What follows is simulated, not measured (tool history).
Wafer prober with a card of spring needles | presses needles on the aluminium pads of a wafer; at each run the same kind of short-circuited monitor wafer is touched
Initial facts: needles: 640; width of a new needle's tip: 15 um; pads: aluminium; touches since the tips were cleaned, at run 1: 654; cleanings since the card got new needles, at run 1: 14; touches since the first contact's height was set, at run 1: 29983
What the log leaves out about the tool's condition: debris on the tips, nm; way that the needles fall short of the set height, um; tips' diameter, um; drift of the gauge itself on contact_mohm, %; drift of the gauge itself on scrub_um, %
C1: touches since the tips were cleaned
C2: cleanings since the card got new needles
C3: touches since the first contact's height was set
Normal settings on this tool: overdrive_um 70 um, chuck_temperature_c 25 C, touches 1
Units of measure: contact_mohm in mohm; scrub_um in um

Run 1, day 0: usual settings; C1 654; C2 14; C3 29983. Result: contact_mohm 266 mohm, scrub_um 8.96 um.
At day 0.146: tips cleaned on abrasive film.
At day 0.367: tips cleaned on abrasive film.
At day 0.583: tips cleaned on abrasive film.
Run 2, day 0.621: usual settings; C1 431; C2 17; C3 36723. Result: contact_mohm 257 mohm, scrub_um 8.92 um.
At day 0.804: tips cleaned on abrasive film.
At day 1.021: tips cleaned on abrasive film.
At day 1.238: tips cleaned on abrasive film.
Run 3, day 1.404: usual settings; C1 1849; C2 20; C3 45253. Result: contact_mohm 282 mohm, scrub_um 8.81 um.
At day 1.458: tips cleaned on abrasive film.
At day 1.646: tips cleaned on abrasive film.
At day 1.858: tips cleaned on abrasive film.
Run 4, day 1.979: usual settings; C1 1363; C2 23; C3 51460. Result: contact_mohm 279 mohm, scrub_um 8.81 um.
At day 2.079: tips cleaned on abrasive film.
At day 2.296: tips cleaned on abrasive film.
At day 2.533: tips cleaned on abrasive film.
At day 2.746: tips cleaned on abrasive film.
Run 5, day 2.746: usual settings but chuck_temperature_c 112 C; C1 11; C2 27; C3 59734. Result: contact_mohm 276 mohm, scrub_um 8.81 um.
At day 2.971: tips cleaned on abrasive film.
At day 3.162: tips cleaned on abrasive film.
At day 3.379: tips cleaned on abrasive film.
Run 6, day 3.538: usual settings but overdrive_um 56 um; C1 1737; C2 30; C3 68344. Result: contact_mohm 296 mohm, scrub_um 7 um.
At day 3.588: tips cleaned on abrasive film.
At day 3.817: tips cleaned on abrasive film.
Run 7, day 3.912: usual settings but overdrive_um 56 um; C1 1068; C2 32; C3 72414. Result: contact_mohm 290 mohm, scrub_um 6.95 um.
At day 4.008: tips cleaned on abrasive film.
At day 4.229: tips cleaned on abrasive film.
Run 8, day 4.317: usual settings but touches 3; C1 971; C2 34; C3 76781. Result: contact_mohm 258 mohm, scrub_um 8.76 um.
At day 4.458: tips cleaned on abrasive film.
At day 4.675: tips cleaned on abrasive film.
Run 9, day 4.821: usual settings but overdrive_um 64 um, chuck_temperature_c 108 C; C1 1596; C2 36; C3 82249. Result: contact_mohm 305 mohm, scrub_um 7.93 um.
At day 4.871: tips cleaned on abrasive film.
At day 4.975: height of the first contact set anew.
At day 5.071: tips cleaned on abrasive film.
At day 5.296: tips cleaned on abrasive film.
At day 5.521: tips cleaned on abrasive film.
Run 10, day 5.625: usual settings but overdrive_um 88 um, chuck_temperature_c 108 C, touches 2; C1 1142; C2 40; C3 7027. Result: contact_mohm 286 mohm, scrub_um 10.76 um.
At day 5.721: tips cleaned on abrasive film.
At day 5.95: tips cleaned on abrasive film.
Run 11, day 6.046: usual settings but overdrive_um 54 um, chuck_temperature_c 94 C, touches 3; C1 1040; C2 42; C3 11595. Result: contact_mohm 289 mohm, scrub_um 6.32 um.
At day 6.142: tips cleaned on abrasive film.
At day 6.233: height of the first contact set anew, once more.
At day 6.358: tips cleaned on abrasive film.
At day 6.55: tips cleaned on abrasive film.
Run 12, day 6.667: usual settings; C1 1295; C2 45; C3 4722. Result: contact_mohm 282 mohm, scrub_um 9.1 um.
At day 6.754: tips cleaned on abrasive film.
At day 6.983: tips cleaned on abrasive film.
At day 7.188: tips cleaned on abrasive film.
Run 13, day 7.342: usual settings but overdrive_um 53 um, chuck_temperature_c 74 C, touches 2; C1 1698; C2 48; C3 12029. Result: contact_mohm 296 mohm, scrub_um 6.8 um.
At day 7.392: tips cleaned on abrasive film.
At day 7.625: tips cleaned on abrasive film.
Run 14, day 7.679: usual settings but overdrive_um 85 um, chuck_temperature_c 28 C; C1 558; C2 50; C3 15649. Result: contact_mohm 258 mohm, scrub_um 10.93 um.
At day 7.854: tips cleaned on abrasive film.
At day 8.075: tips cleaned on abrasive film.
Run 15, day 8.133: usual settings but overdrive_um 85 um, chuck_temperature_c 28 C; C1 654; C2 52; C3 20599. Result: contact_mohm 266 mohm, scrub_um 10.89 um.

Run by run, hidden condition taken away, random variation retained:
run  contact_mohm  scrub_um
  1           251      9.12
  2           246      9.11
  3           251      9.02
  4           254      9.06
  5           273       9.1
  6           253      7.32
  7           257      7.28
  8           251      9.12
  9           274      8.31
 10           275     11.42
 11           274         7
 12           254      9.12
 13           268      6.86
 14           247     11.01
 15           253     10.98

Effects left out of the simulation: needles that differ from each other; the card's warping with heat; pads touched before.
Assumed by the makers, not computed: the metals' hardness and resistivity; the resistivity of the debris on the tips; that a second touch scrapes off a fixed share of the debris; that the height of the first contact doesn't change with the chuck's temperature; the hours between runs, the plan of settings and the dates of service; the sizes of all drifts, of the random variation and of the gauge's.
